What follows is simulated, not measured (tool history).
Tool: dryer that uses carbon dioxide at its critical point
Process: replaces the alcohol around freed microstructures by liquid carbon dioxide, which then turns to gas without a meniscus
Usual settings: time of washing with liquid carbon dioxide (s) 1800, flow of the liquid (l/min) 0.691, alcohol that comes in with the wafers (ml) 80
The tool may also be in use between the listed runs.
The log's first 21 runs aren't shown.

run    hour  time of washing with liquid carbon dioxide (s)  flow of the liquid (l/min)  alcohol that comes in with the wafers (ml)  alcohol left in the vessel before it's heated (ppm by volume)
 22  1019.9                                            1140                       0.782                                          62                                                           1122
 23  1053.7                                            1140                       0.782                                          62                                                           1155
 24  1097.7                                            1500                       1.050                                          62                                                            240
 25  1132.3                                            1800                       0.566                                          23                                                            376
 26  1186.2                                            2100                       0.417                                          46                                                           1030
 27  1231.9                                            2100                       0.996                                          40                                                            125
 28  1286.6                                            2760                       0.864                                          56                                                            107
     1334.2  -- inlet filter changed
 29  1346.3                                            2760                       0.864                                          56                                                            119
 30  1377.2                                            2760                       0.864                                          56                                                            115
 31  1430.8                                            2760                       0.925                                          28                                                             99
 32  1470.6                                            1140                       0.633                                          76                                                           2074
 33  1517.5                                            1620                       1.054                                          80                                                            220
 34  1587.3                                            1080                       0.691                                          69                                                           1929

5 ways to go on from here, each from the tool as it stands after run 34. What would each give?
  A  1628.7                                            1800                       1.070                                          52                                                              ?
  B  1628.7                                            1680                       1.006                                          25                                                              ?
  C  1628.7                                            2520                       0.691                                          80                                                              ?
  D  1628.7                                            1080                       1.017                                          24                                                              ?
  E  1628.7                                            1200                       0.464                                          66                                                              ?

run  alcohol left in the vessel before it's heated (ppm by volume)
  A                                                            147
  B                                                            149
  C                                                            214
  D                                                            328
  E                                                           3393
Without the tool's hidden state the same runs would have given:
run  alcohol left in the vessel before it's heated (ppm by volume)
  A                                                             24
  B                                                             29
  C                                                             70
  D                                                            169
  E                                                           2862
